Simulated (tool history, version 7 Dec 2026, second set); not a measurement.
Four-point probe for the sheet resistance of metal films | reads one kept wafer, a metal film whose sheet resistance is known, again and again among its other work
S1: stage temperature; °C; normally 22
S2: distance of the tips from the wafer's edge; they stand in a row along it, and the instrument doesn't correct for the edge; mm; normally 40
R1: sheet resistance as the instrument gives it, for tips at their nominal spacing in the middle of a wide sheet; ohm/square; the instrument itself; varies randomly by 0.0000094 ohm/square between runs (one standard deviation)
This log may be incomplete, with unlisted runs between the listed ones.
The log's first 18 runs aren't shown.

run	hour	S1	S2	R1
19	225.1	29	40	0.046415
20	239.7	29	40	0.046424
21	250.2	29	40	0.046402
22	264.3	22	45	0.046940
23	277.6	22	45	0.046917
24	287.6	22	45	0.046941
25	299.2	25	15	0.046739
26	314.6	19	3	0.048270
27	322.5	19	3	0.048272
28	339.5	26	13	0.046707
29	353.2	24	27	0.046778
30	360.3	24	27	0.046814
31	371.3	22	57	0.046965
32	381.2	19	3	0.048306
33	388.9	29	5	0.046844
34	398.5	29	5	0.046842
35	409.6	29	5	0.046838
36	424.8	21	52	0.047031
37	435.6	22	3	0.048054
38	448.8	29	20	0.046456
39	457.3	28	11	0.046608
40	464.2	28	11	0.046596
41	472.0	28	11	0.046599
42	483.2	28	11	0.046601
43	495.8	28	11	0.046590

Below are 5 alternative next runs, each starting from the tool's condition after run 43. Predict each:
A	507.0	34	4	?
B	507.0	22	75	?
C	507.0	25	46	?
D	507.0	24	21	?
E	507.0	25	4	?

run	R1
A	0.046715
B	0.046967
C	0.046742
D	0.046846
E	0.047370
What these runs would have given with no unlogged condition in the tool:
run	R1
A	0.046824
B	0.047077
C	0.046852
D	0.046955
E	0.047481
